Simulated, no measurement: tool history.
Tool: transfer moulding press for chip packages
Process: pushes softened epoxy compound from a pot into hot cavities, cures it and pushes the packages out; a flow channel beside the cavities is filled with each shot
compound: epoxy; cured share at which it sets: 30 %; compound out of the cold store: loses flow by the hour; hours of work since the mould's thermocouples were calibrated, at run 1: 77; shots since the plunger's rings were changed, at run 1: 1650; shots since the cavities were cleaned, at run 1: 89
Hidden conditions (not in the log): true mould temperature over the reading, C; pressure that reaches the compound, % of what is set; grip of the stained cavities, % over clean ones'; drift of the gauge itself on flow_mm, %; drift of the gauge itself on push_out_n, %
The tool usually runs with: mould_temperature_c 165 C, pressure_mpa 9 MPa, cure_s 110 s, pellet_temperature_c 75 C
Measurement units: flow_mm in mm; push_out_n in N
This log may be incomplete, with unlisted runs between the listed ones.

run   hour  mould_temperature_c  pressure_mpa  cure_s  pellet_temperature_c  hours of work since the mould's thermocouples were calibrated  shots since the plunger's rings were changed  shots since the cavities were cleaned  incoming compound's hours out of the cold store  flow_mm  push_out_n
  1      0                  165             9     110                    75                                                             77                                          1650                                     89                                             20.4      750         422
  2    9.9                  162             9     110                    75                                                             84                                          1770                                    209                                             44.7      638         435
  3   17.6                  162             9     110                    75                                                             91                                          1864                                    303                                               39      669         477
  4   34.8                  162             9     110                    75                                                            104                                          2072                                    511                                             27.6      713         479
  5   50.5                  165             9     110                    75                                                            116                                          2263                                    702                                             27.2      715         430
  6   66.4                  165             9      97                    75                                                            129                                          2456                                    895                                               24      729         494
      70.6  -- cavities cleaned with cleaning compound and waxed
  7   79.7                  165             9      97                    75                                                            138                                          2600                                    111                                             25.9      724         503
  8   89.6                  165             9     110                    75                                                            146                                          2719                                    230                                             15.9      771         434
  9  106.9                  165             9     110                    75                                                            159                                          2930                                    441                                              8.6      813         438
 10  123.3                  165             9     110                    75                                                            172                                          3128                                    639                                               22      740         447
 11    133                  172             9     110                    75                                                            180                                          3247                                    758                                             36.6      656         388
     148.8  -- cavities cleaned with cleaning compound and waxed
 12  150.8                  165             9     110                    75                                                            193                                          3444                                     24                                             34.4      680         409
 13  159.6                  165             9     122                    75                                                            200                                          3551                                    131                                               13      788         384
 14  173.6                  165             9     122                    75                                                            211                                          3721                                    301                                             30.3      699         382
 15  181.6                  165             9     103                    75                                                            217                                          3818                                    398                                             19.5      752         461
 16  198.8                  172          8.16     138                    82                                                            230                                          4027                                    607                                              9.6      749         376
 17  212.6                  172          8.16     138                    82                                                            241                                          4194                                    774                                             29.2      655         376
     227.1  -- cavities cleaned with cleaning compound and waxed
 18  230.9                  172          8.16     138                    82                                                            254                                          4397                                     45                                             27.7      667         367
 19  247.7                  172          9.12     142                    82                                                            268                                          4602                                    250                                             33.8      677         352
 20  263.2                  167             9     117                    75                                                            280                                          4790                                    438                                             25.6      714         402
 21  279.6                  167             9     117                    75                                                            293                                          4989                                    637                                             40.5      654         377
 22  288.5                  165          7.01     110                    75                                                            300                                          5097                                    745                                             31.1      613         432
     305.2  -- cavities cleaned with cleaning compound and waxed
 23  307.5                  165          7.01     110                    75                                                            313                                          5310                                     28                                             35.8      597         421
 24  318.9                  163          9.68     118                    76                                                            322                                          5448                                    166                                             33.5      715         413
 25  328.5                  165         10.49      90                    75                                                            330                                          5564                                    282                                              9.4      870         624
 26  342.4                  165         10.49      90                    75                                                            341                                          5732                                    450                                             22.7      796         611
 27  355.6                  165         10.49      90                    75                                                            351                                          5892                                    610                                             15.5      835         607
       370  -- plunger's sealing rings changed
 28  374.9                  165         10.49      90                    75                                                            364                                            59                                    814                                             42.7      696         544
 29  382.8                  165          7.72     117                    75                                                            371                                           156                                    911                                               40      606         398
     386.2  -- cavities cleaned with cleaning compound and waxed
 30  392.9                  165          7.72     117                    79                                                            377                                           259                                     81                                             43.3      595         396

Each row is a separate what-if for the run after 30, all from the same tool condition, not one after another. Results?
  A  401.7                  160             9     110                    73                                                            384                                           367                                    189                                             21.9        ?           ?
  B  401.7                  165         10.63     145                    79                                                            384                                           367                                    189                                             31.8        ?           ?
  C  401.7                  168             9     110                    75                                                            384                                           367                                    189                                             19.4        ?           ?

run  flow_mm  push_out_n
  A      753         555
  B      754         381
  C      746         391
What these runs would have given with no unlogged condition in the tool:
run  flow_mm  push_out_n
  A      753         553
  B      754         380
  C      746         390
